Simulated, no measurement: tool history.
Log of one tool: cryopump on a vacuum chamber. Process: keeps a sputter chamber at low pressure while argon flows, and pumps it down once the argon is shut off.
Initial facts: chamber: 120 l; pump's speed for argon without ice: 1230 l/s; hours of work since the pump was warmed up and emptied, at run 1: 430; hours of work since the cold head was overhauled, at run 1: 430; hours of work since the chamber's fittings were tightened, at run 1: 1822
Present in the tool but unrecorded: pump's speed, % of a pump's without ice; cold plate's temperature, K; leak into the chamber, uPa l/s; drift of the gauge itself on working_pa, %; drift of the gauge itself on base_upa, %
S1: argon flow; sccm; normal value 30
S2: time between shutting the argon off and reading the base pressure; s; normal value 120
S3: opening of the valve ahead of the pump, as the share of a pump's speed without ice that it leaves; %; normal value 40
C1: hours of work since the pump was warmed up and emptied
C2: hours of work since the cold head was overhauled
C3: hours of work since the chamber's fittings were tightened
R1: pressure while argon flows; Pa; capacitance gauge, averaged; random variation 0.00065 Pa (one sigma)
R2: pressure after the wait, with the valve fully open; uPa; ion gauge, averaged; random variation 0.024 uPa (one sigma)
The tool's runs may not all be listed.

run 1 hour=0 | S1=30 S2=120 S3=40 | C1=430 C2=430 C3=1822 | R1=0.1073 R2=1.59
run 2 hour=14.2 | S1=30 S2=120 S3=31 | C1=443 C2=443 C3=1834 | R1=0.1377 R2=1.59
run 3 hour=26.5 | S1=30 S2=120 S3=31 | C1=453 C2=453 C3=1845 | R1=0.1382 R2=1.58
run 4 hour=37.4 | S1=30 S2=120 S3=40 | C1=462 C2=462 C3=1854 | R1=0.108 R2=1.62
run 5 hour=44.8 | S1=30 S2=120 S3=40 | C1=469 C2=469 C3=1860 | R1=0.1086 R2=1.61
run 6 hour=52.4 | S1=30 S2=120 S3=40 | C1=475 C2=475 C3=1867 | R1=0.1081 R2=1.62
run 7 hour=60.7 | S1=30 S2=52 S3=40 | C1=482 C2=482 C3=1874 | R1=0.1097 R2=2.52
run 8 hour=69.5 | S1=30 S2=52 S3=40 | C1=490 C2=490 C3=1881 | R1=0.11 R2=2.46
run 9 hour=77.4 | S1=30 S2=52 S3=40 | C1=497 C2=497 C3=1888 | R1=0.1082 R2=2.47
run 10 hour=85 | S1=30 S2=52 S3=40 | C1=503 C2=503 C3=1895 | R1=0.1089 R2=2.48
run 11 hour=92.4 | S1=30 S2=52 S3=40 | C1=509 C2=509 C3=1901 | R1=0.1094 R2=2.48
run 12 hour=101.5 | S1=30 S2=91 S3=40 | C1=517 C2=517 C3=1909 | R1=0.1095 R2=1.87
run 13 hour=117.6 | S1=30 S2=120 S3=40 | C1=531 C2=531 C3=1922 | R1=0.1084 R2=1.67
run 14 hour=135.1 | S1=30 S2=29 S3=40 | C1=546 C2=546 C3=1937 | R1=0.1093 R2=3.65
run 15 hour=149.1 | S1=30 S2=29 S3=40 | C1=558 C2=558 C3=1949 | R1=0.11 R2=3.69
run 16 hour=162.1 | S1=30 S2=29 S3=40 | C1=569 C2=569 C3=1960 | R1=0.1105 R2=3.75
run 17 hour=176.8 | S1=30 S2=84 S3=40 | C1=582 C2=582 C3=1973 | R1=0.1099 R2=1.97
run 18 hour=185.9 | S1=13 S2=170 S3=40 | C1=589 C2=589 C3=1981 | R1=0.0481 R2=1.48
run 19 hour=202.5 | S1=28 S2=44 S3=52 | C1=604 C2=604 C3=1995 | R1=0.0798 R2=2.83
run 20 hour=213.9 | S1=28 S2=88 S3=52 | C1=613 C2=613 C3=2005 | R1=0.0807 R2=1.96
run 21 hour=224.6 | S1=15 S2=88 S3=19 | C1=622 C2=622 C3=2014 | R1=0.1121 R2=1.97
-- hour=233.7 pump warmed up, emptied and cooled again
run 22 hour=241.5 | S1=55 S2=88 S3=22 | C1=7 C2=633 C3=2024 | R1=0.3451 R2=1.8
run 23 hour=248.9 | S1=59 S2=120 S3=40 | C1=13 C2=639 C3=2030 | R1=0.2048 R2=1.62
run 24 hour=261.1 | S1=30 S2=120 S3=22 | C1=23 C2=649 C3=2041 | R1=0.1887 R2=1.59
run 25 hour=271.8 | S1=30 S2=120 S3=22 | C1=33 C2=658 C3=2050 | R1=0.1875 R2=1.58
run 26 hour=282 | S1=30 S2=120 S3=22 | C1=41 C2=667 C3=2059 | R1=0.1876 R2=1.61
run 27 hour=296.9 | S1=30 S2=120 S3=22 | C1=54 C2=680 C3=2071 | R1=0.1874 R2=1.59
run 28 hour=314 | S1=30 S2=120 S3=22 | C1=69 C2=695 C3=2086 | R1=0.1889 R2=1.63
run 29 hour=322.7 | S1=30 S2=120 S3=22 | C1=76 C2=702 C3=2093 | R1=0.1876 R2=1.6
run 30 hour=339.5 | S1=29 S2=120 S3=30 | C1=90 C2=716 C3=2108 | R1=0.1342 R2=1.64
run 31 hour=348.4 | S1=29 S2=120 S3=30 | C1=98 C2=724 C3=2115 | R1=0.1346 R2=1.62
run 32 hour=361.6 | S1=17 S2=66 S3=43 | C1=109 C2=735 C3=2127 | R1=0.0551 R2=2.19

Table of differences, measured result less the result of that run with no hidden state. Run-to-run variation is the same in both. Gauge scatter possibly is not:
run=1 R1=+0.0048 R2=+0.69
run=2 R1=+0.0049 R2=+0.68
run=3 R1=+0.0051 R2=+0.7
run=4 R1=+0.0053 R2=+0.71
run=5 R1=+0.0053 R2=+0.72
run=6 R1=+0.0054 R2=+0.72
run=7 R1=+0.0055 R2=+0.72
run=8 R1=+0.0057 R2=+0.72
run=9 R1=+0.0057 R2=+0.72
run=10 R1=+0.0058 R2=+0.72
run=11 R1=+0.0059 R2=+0.73
run=12 R1=+0.0059 R2=+0.75
run=13 R1=+0.0061 R2=+0.75
run=14 R1=+0.0063 R2=+0.75
run=15 R1=+0.0065 R2=+0.76
run=16 R1=+0.0067 R2=+0.77
run=17 R1=+0.0068 R2=+0.78
run=18 R1=+0.003 R2=+0.79
run=19 R1=+0.0066 R2=+0.8
run=20 R1=+0.0068 R2=+0.81
run=21 R1=+0.0037 R2=+0.82
run=22 R1=+0.001 R2=+0.66
run=23 R1=+0.0011 R2=+0.69
run=24 R1=+0.0006 R2=+0.68
run=25 R1=+0.0007 R2=+0.69
run=26 R1=+0.0008 R2=+0.71
run=27 R1=+0.001 R2=+0.7
run=28 R1=+0.0011 R2=+0.71
run=29 R1=+0.0013 R2=+0.71
run=30 R1=+0.0013 R2=+0.72
run=31 R1=+0.0015 R2=+0.73
run=32 R1=+0.0009 R2=+0.73
